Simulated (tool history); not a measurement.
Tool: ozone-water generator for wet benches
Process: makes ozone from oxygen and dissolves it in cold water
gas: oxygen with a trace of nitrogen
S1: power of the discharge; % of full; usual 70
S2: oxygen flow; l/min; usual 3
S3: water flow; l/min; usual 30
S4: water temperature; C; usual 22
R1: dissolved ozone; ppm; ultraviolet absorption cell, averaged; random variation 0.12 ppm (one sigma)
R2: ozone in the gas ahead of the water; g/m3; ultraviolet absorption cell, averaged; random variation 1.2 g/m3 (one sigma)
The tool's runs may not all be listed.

| run | hour | S1 | S2 | S3 | S4 | R1 | R2 |
|---|---|---|---|---|---|---|---|
| 1 | 0 | 70 | 3 | 30 | 22 | 10 | 220.4 |
| 2 | 33.6 | 70 | 3 | 30 | 22 | 10 | 221.8 |
| 3 | 75.3 | 70 | 3 | 36 | 22 | 8.4 | 220.4 |
| 4 | 117.2 | 70 | 3 | 36 | 22 | 8.3 | 218.9 |
| 5 | 147.6 | 70 | 3 | 30 | 22 | 10.1 | 219.7 |
| 6 | 187.5 | 70 | 3 | 24 | 22 | 12.1 | 219.3 |
| 7 | 233.9 | 70 | 3 | 18 | 22 | 15.7 | 219.8 |
| 8 | 279 | 70 | 3 | 30 | 22 | 9.9 | 220.8 |
| 9 | 333.3 | 95 | 3 | 30 | 22 | 12.9 | 287.8 |
| 10 | 373.1 | 70 | 3 | 30 | 22 | 9.9 | 218.9 |
| 11 | 425.8 | 70 | 3 | 30 | 22 | 9.9 | 218.8 |
| 12 | 478.5 | 70 | 3 | 31 | 22 | 9.4 | 219.7 |
| 13 | 524.4 | 70 | 3 | 31 | 22 | 9.5 | 216.1 |
| 14 | 557.1 | 70 | 3 | 31 | 26 | 9.1 | 219 |
| 15 | 601.7 | 70 | 3 | 31 | 26 | 9.1 | 221.2 |
| 16 | 634.8 | 70 | 5.27 | 30 | 26 | 10 | 160.7 |
| 17 | 673.6 | 70 | 3.61 | 20 | 26 | 13.6 | 197.5 |
| 18 | 716.4 | 70 | 3.61 | 20 | 17 | 15 | 195.6 |
| 19 | 749.9 | 70 | 3.61 | 20 | 17 | 15.2 | 197.8 |
| 20 | 783.2 | 70 | 2.69 | 30 | 17 | 9.8 | 231.1 |
| 21 | 820.4 | 50 | 4.28 | 39 | 20 | 6.2 | 134.3 |
| 22 | 877.1 | 70 | 1.52 | 24 | 22 | 10.3 | 314.7 |
| 23 | 915 | 70 | 1.52 | 24 | 22 | 10.3 | 316.4 |
| 24 | 953.2 | 70 | 1.52 | 24 | 22 | 10.3 | 315.1 |
| 25 | 1010.9 | 70 | 3 | 38 | 22 | 7.7 | 217.4 |
| 26 | 1052.9 | 70 | 3 | 30 | 22 | 9.7 | 218.6 |
| 27 | 1109.6 | 70 | 2.67 | 30 | 26 | 9 | 230.4 |

Forecast each of these 4 alternatives for the next run:
| A | 1163.4 | 58 | 3.48 | 30 | 26 | ? | ? |
| B | 1163.4 | 70 | 2.67 | 19 | 16 | ? | ? |
| C | 1163.4 | 70 | 1.71 | 37 | 26 | ? | ? |
| D | 1163.4 | 83 | 2.67 | 30 | 26 | ? | ? |

| run | R1 | R2 |
|---|---|---|
| A | 8.1 | 170.8 |
| B | 15.2 | 232.3 |
| C | 6.6 | 299.7 |
| D | 10.7 | 266.2 |
Without the tool's hidden state the same runs would have given:
| run | R1 | R2 |
|---|---|---|
| A | 8.8 | 174.2 |
| B | 16.4 | 237.7 |
| C | 7.2 | 306.6 |
| D | 11.6 | 273.4 |

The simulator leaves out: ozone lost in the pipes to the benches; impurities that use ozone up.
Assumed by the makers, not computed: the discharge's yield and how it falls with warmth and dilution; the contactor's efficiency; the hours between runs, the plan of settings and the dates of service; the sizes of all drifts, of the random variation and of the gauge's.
